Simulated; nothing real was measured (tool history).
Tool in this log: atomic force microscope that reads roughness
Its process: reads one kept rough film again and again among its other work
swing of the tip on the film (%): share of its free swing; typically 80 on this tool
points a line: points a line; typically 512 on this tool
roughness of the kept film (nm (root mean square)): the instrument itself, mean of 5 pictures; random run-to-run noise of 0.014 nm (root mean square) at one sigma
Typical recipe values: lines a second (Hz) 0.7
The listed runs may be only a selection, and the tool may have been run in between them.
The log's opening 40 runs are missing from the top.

run   hour  lines a second (Hz)  swing of the tip on the film (%)  points a line  roughness of the kept film (nm (root mean square))
 41  388.1                1.737                                83            441                                               3.043
 42  396.2                  0.7                                73            297                                               3.391
 43    403                0.643                                83            438                                               3.359
 44  409.9                0.643                                83            438                                                3.32
 45  418.3                0.577                                60            267                                               3.474
     421.9  -- new tip fitted
 46  430.9                1.215                                60            439                                                3.45
 47  436.2                1.215                                60            439                                               3.418
 48    447                1.215                                60            439                                               3.436
 49  458.3                1.215                                60            439                                               3.434
 50  467.9                1.215                                74            827                                               3.321
 51  476.7                  0.7                                73            940                                               3.401
     480.7  -- new tip fitted
 52    489                1.964                                57            512                                               3.408
 53  497.6                1.964                                57            512                                               3.437
 54  507.4                1.964                                57            512                                               3.409

Alternative continuations, all from the tool just after run 54; predict every row:
  A  514.8                3.587                                72            512                                                   ?
  B  514.8                3.927                                57            512                                                   ?
  C  514.8                1.964                                57            849                                                   ?

run  roughness of the kept film (nm (root mean square))
  A                                                3.01
  B                                               3.278
  C                                               3.389
Stripped of hidden state, with their random variation kept, the same runs would have yielded:
run  roughness of the kept film (nm (root mean square))
  A                                               3.017
  B                                               3.285
  C                                               3.397
